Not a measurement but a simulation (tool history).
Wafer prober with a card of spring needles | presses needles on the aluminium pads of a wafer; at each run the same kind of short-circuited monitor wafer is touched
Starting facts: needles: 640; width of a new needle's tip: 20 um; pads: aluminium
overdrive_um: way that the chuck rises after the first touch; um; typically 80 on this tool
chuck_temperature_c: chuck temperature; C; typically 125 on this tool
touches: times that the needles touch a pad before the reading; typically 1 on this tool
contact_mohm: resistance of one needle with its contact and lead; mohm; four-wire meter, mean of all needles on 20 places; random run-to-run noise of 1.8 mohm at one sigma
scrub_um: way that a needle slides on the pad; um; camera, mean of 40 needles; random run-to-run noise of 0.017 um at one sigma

run 1 day=0 | overdrive_um=80 chuck_temperature_c=125 touches=1 | contact_mohm=189 scrub_um=19.02
-- day=0.296 tips cleaned on abrasive film
-- day=0.588 tips cleaned on abrasive film
-- day=0.954 tips cleaned on abrasive film
-- day=1.321 tips cleaned on abrasive film
-- day=1.688 tips cleaned on abrasive film
-- day=2.054 tips cleaned on abrasive film
run 2 day=2.133 | overdrive_um=80 chuck_temperature_c=125 touches=1 | contact_mohm=185 scrub_um=19.01
-- day=2.354 tips cleaned on abrasive film
-- day=2.721 tips cleaned on abrasive film
-- day=3.088 tips cleaned on abrasive film
-- day=3.383 tips cleaned on abrasive film
-- day=3.75 tips cleaned on abrasive film
-- day=4.042 tips cleaned on abrasive film
-- day=4.408 tips cleaned on abrasive film
run 3 day=4.554 | overdrive_um=80 chuck_temperature_c=125 touches=1 | contact_mohm=186 scrub_um=18.97
-- day=4.775 tips cleaned on abrasive film
-- day=5.071 tips cleaned on abrasive film
-- day=5.438 tips cleaned on abrasive film
-- day=5.667 height of the first contact set anew
-- day=5.742 tips cleaned on abrasive film
-- day=6.108 tips cleaned on abrasive film
-- day=6.475 tips cleaned on abrasive film
-- day=6.842 tips cleaned on abrasive film
-- day=7.196 tips cleaned on abrasive film
run 4 day=7.196 | overdrive_um=80 chuck_temperature_c=125 touches=1 | contact_mohm=188 scrub_um=18.95
-- day=7.488 tips cleaned on abrasive film
-- day=7.854 tips cleaned on abrasive film
-- day=8.221 tips cleaned on abrasive film
-- day=8.517 tips cleaned on abrasive film
-- day=8.883 tips cleaned on abrasive film
-- day=9.179 tips cleaned on abrasive film
-- day=9.546 tips cleaned on abrasive film
run 5 day=9.617 | overdrive_um=80 chuck_temperature_c=125 touches=1 | contact_mohm=189 scrub_um=18.96
-- day=9.842 tips cleaned on abrasive film
-- day=10.138 tips cleaned on abrasive film
-- day=10.504 tips cleaned on abrasive film
-- day=10.871 tips cleaned on abrasive film
run 6 day=10.912 | overdrive_um=80 chuck_temperature_c=125 touches=1 | contact_mohm=188 scrub_um=18.91
-- day=11.204 tips cleaned on abrasive film
-- day=11.571 tips cleaned on abrasive film
-- day=11.867 tips cleaned on abrasive film
-- day=12.233 tips cleaned on abrasive film
-- day=12.6 tips cleaned on abrasive film
-- day=12.921 tips cleaned on abrasive film
run 7 day=12.921 | overdrive_um=80 chuck_temperature_c=125 touches=1 | contact_mohm=188 scrub_um=18.9
-- day=13.008 height of the first contact set anew
-- day=13.3 tips cleaned on abrasive film
-- day=13.596 tips cleaned on abrasive film
-- day=13.962 tips cleaned on abrasive film
-- day=14.254 tips cleaned on abrasive film
-- day=14.621 tips cleaned on abrasive film
-- day=14.988 tips cleaned on abrasive film
run 8 day=15.233 | overdrive_um=80 chuck_temperature_c=125 touches=3 | contact_mohm=191 scrub_um=18.89
-- day=15.312 tips cleaned on abrasive film
-- day=15.679 tips cleaned on abrasive film
-- day=15.971 tips cleaned on abrasive film
-- day=16.338 tips cleaned on abrasive film
-- day=16.633 tips cleaned on abrasive film
-- day=16.958 tips cleaned on abrasive film
run 9 day=16.958 | overdrive_um=80 chuck_temperature_c=125 touches=1 | contact_mohm=187 scrub_um=18.92
-- day=17.325 tips cleaned on abrasive film
-- day=17.617 tips cleaned on abrasive film
-- day=17.983 tips cleaned on abrasive film
-- day=18.35 tips cleaned on abrasive film
run 10 day=18.354 | overdrive_um=80 chuck_temperature_c=125 touches=1 | contact_mohm=188 scrub_um=18.91
-- day=18.654 tips cleaned on abrasive film
-- day=18.946 tips cleaned on abrasive film
-- day=19.312 tips cleaned on abrasive film
-- day=19.65 tips cleaned on abrasive film
run 11 day=19.65 | overdrive_um=80 chuck_temperature_c=125 touches=1 | contact_mohm=186 scrub_um=18.89
-- day=19.946 tips cleaned on abrasive film
-- day=20.312 tips cleaned on abrasive film
-- day=20.325 height of the first contact set anew
-- day=20.692 tips cleaned on abrasive film
-- day=20.983 tips cleaned on abrasive film
-- day=21.35 tips cleaned on abrasive film
-- day=21.679 tips cleaned on abrasive film
run 12 day=21.679 | overdrive_um=80 chuck_temperature_c=125 touches=1 | contact_mohm=191 scrub_um=18.88
-- day=21.971 tips cleaned on abrasive film
-- day=22.338 tips cleaned on abrasive film
-- day=22.704 tips cleaned on abrasive film
-- day=23.071 tips cleaned on abrasive film
-- day=23.438 tips cleaned on abrasive film
-- day=23.804 tips cleaned on abrasive film
-- day=24.1 tips cleaned on abrasive film
-- day=24.467 tips cleaned on abrasive film
run 13 day=24.488 | overdrive_um=72 chuck_temperature_c=68 touches=3 | contact_mohm=179 scrub_um=16.96
-- day=24.779 tips cleaned on abrasive film
-- day=25.146 tips cleaned on abrasive film
-- day=25.442 tips cleaned on abrasive film
-- day=25.808 tips cleaned on abrasive film
-- day=26.104 tips cleaned on abrasive film
run 14 day=26.212 | overdrive_um=70 chuck_temperature_c=78 touches=2 | contact_mohm=179 scrub_um=16.47
-- day=26.433 tips cleaned on abrasive film
-- day=26.729 tips cleaned on abrasive film
-- day=27.096 tips cleaned on abrasive film
-- day=27.462 tips cleaned on abrasive film
-- day=27.692 height of the first contact set anew
-- day=27.842 tips cleaned on abrasive film
-- day=28.208 tips cleaned on abrasive film
-- day=28.529 tips cleaned on abrasive film
run 15 day=28.529 | overdrive_um=70 chuck_temperature_c=78 touches=2 | contact_mohm=179 scrub_um=16.49
-- day=28.896 tips cleaned on abrasive film
-- day=29.262 tips cleaned on abrasive film
-- day=29.762 card fitted with new needles
-- day=30.129 tips cleaned on abrasive film
-- day=30.496 tips cleaned on abrasive film
-- day=30.862 tips cleaned on abrasive film
-- day=31.229 tips cleaned on abrasive film
run 16 day=31.425 | overdrive_um=80 chuck_temperature_c=56 touches=3 | contact_mohm=175 scrub_um=18.79
-- day=31.575 tips cleaned on abrasive film
-- day=31.942 tips cleaned on abrasive film
-- day=32.308 tips cleaned on abrasive film
-- day=32.604 tips cleaned on abrasive film
-- day=32.971 tips cleaned on abrasive film
-- day=33.338 tips cleaned on abrasive film
-- day=33.629 tips cleaned on abrasive film
run 17 day=33.846 | overdrive_um=95 chuck_temperature_c=95 touches=1 | contact_mohm=179 scrub_um=22.35
-- day=33.996 tips cleaned on abrasive film
-- day=34.362 tips cleaned on abrasive film
-- day=34.729 tips cleaned on abrasive film
-- day=35.096 tips cleaned on abrasive film
-- day=35.392 tips cleaned on abrasive film
-- day=35.758 tips cleaned on abrasive film
-- day=36.125 tips cleaned on abrasive film
run 18 day=36.292 | overdrive_um=64 chuck_temperature_c=39 touches=1 | contact_mohm=173 scrub_um=15.03
-- day=36.442 tips cleaned on abrasive film
-- day=36.808 tips cleaned on abrasive film
-- day=37.108 height of the first contact set anew
-- day=37.188 tips cleaned on abrasive film
-- day=37.554 tips cleaned on abrasive film
-- day=37.921 tips cleaned on abrasive film
-- day=38.288 tips cleaned on abrasive film
-- day=38.579 tips cleaned on abrasive film
-- day=38.946 tips cleaned on abrasive film
-- day=39.242 tips cleaned on abrasive film
run 19 day=39.3 | overdrive_um=98 chuck_temperature_c=37 touches=2 | contact_mohm=168 scrub_um=23.01
-- day=39.592 tips cleaned on abrasive film
-- day=39.888 tips cleaned on abrasive film
-- day=40.254 tips cleaned on abrasive film
-- day=40.55 tips cleaned on abrasive film
-- day=40.917 tips cleaned on abrasive film
-- day=41.208 tips cleaned on abrasive film
-- day=41.575 tips cleaned on abrasive film
-- day=41.871 tips cleaned on abrasive film
run 20 day=42.042 | overdrive_um=98 chuck_temperature_c=37 touches=2 | contact_mohm=163 scrub_um=22.96
-- day=42.192 tips cleaned on abrasive film
-- day=42.483 tips cleaned on abrasive film
-- day=42.85 tips cleaned on abrasive film
-- day=43.217 tips cleaned on abrasive film
-- day=43.583 tips cleaned on abrasive film
-- day=43.95 tips cleaned on abrasive film
-- day=44.246 tips cleaned on abrasive film
-- day=44.475 height of the first contact set anew
-- day=44.625 tips cleaned on abrasive film
-- day=44.958 tips cleaned on abrasive film
run 21 day=44.958 | overdrive_um=80 chuck_temperature_c=125 touches=3 | contact_mohm=190 scrub_um=18.73
-- day=45.325 tips cleaned on abrasive film
-- day=45.692 tips cleaned on abrasive film
-- day=45.983 tips cleaned on abrasive film
-- day=46.35 tips cleaned on abrasive film
-- day=46.717 tips cleaned on abrasive film
run 22 day=46.883 | overdrive_um=96 chuck_temperature_c=65 touches=1 | contact_mohm=175 scrub_um=22.48
-- day=47.029 tips cleaned on abrasive film
-- day=47.396 tips cleaned on abrasive film
-- day=47.762 tips cleaned on abrasive film
-- day=48.129 tips cleaned on abrasive film
run 23 day=48.229 | overdrive_um=71 chuck_temperature_c=72 touches=1 | contact_mohm=181 scrub_um=16.59

Alternative continuations, all from the tool just after run 23; predict every row:
-- day=48.454 tips cleaned on abrasive film
-- day=48.746 tips cleaned on abrasive film
-- day=49.112 tips cleaned on abrasive film
-- day=49.408 tips cleaned on abrasive film
-- day=49.775 tips cleaned on abrasive film
run A day=50.046 | overdrive_um=80 chuck_temperature_c=125 touches=2 | contact_mohm=? scrub_um=?
-- day=48.454 tips cleaned on abrasive film
-- day=48.746 tips cleaned on abrasive film
-- day=49.112 tips cleaned on abrasive film
-- day=49.408 tips cleaned on abrasive film
-- day=49.775 tips cleaned on abrasive film
run B day=50.046 | overdrive_um=67 chuck_temperature_c=40 touches=1 | contact_mohm=? scrub_um=?
-- day=48.454 tips cleaned on abrasive film
-- day=48.746 tips cleaned on abrasive film
-- day=49.112 tips cleaned on abrasive film
-- day=49.408 tips cleaned on abrasive film
-- day=49.775 tips cleaned on abrasive film
run C day=50.046 | overdrive_um=80 chuck_temperature_c=125 touches=2 | contact_mohm=? scrub_um=?

run=A contact_mohm=191 scrub_um=18.69
run=B contact_mohm=177 scrub_um=15.68
run=C contact_mohm=188 scrub_um=18.7
With no hidden state in the tool, these same runs would have given:
run=A contact_mohm=191 scrub_um=18.99
run=B contact_mohm=176 scrub_um=15.93
run=C contact_mohm=188 scrub_um=18.99
